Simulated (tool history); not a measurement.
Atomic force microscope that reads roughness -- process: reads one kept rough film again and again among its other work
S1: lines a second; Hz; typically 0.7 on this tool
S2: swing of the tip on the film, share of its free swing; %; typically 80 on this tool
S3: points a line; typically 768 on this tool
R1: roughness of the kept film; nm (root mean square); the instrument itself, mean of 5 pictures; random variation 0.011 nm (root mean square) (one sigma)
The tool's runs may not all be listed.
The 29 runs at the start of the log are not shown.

run    hour     S1  S2   S3     R1
 30  1471.4  0.504  65  768  2.605
 31  1509.2    0.7  80  819  2.384
 32  1539.6    0.7  80  819  2.285
     1560.6  -- new tip fitted
 33  1599.5  3.019  65  536  2.402
 34  1631.4  0.596  64  601  2.428
 35  1678.6  0.925  81  815  2.181
       1691  -- new tip fitted
 36  1716.2    0.7  80  439  2.518
 37  1751.1    0.7  70  566  2.464
 38  1785.4    0.7  70  566  2.339
     1820.8  -- new tip fitted
 39  1844.4    0.7  70  566  2.588
 40  1895.1  1.684  71  566  2.309
     1950.6  -- new tip fitted
 41  1954.6  1.684  71  566  2.565
 42  2012.3  1.684  71  566  2.345
 43  2039.8  1.022  71  905  2.323
     2076.8  -- new tip fitted
 44  2100.1  1.022  71  905  2.563

Consider 3 possible next runs. They are alternatives, not a sequence: every one starts from the tool as it was left by run 44. What does each give?
  A  2141.3  3.302  65  905   ?
  B  2141.3  0.819  76  768   ?
  C  2141.3    0.7  80  290   ?

run     R1
  A  2.311
  B  2.427
  C  2.392
Stripped of hidden state, with their random variation kept, the same runs would have yielded:
run     R1
  A   2.58
  B  2.709
  C  2.671
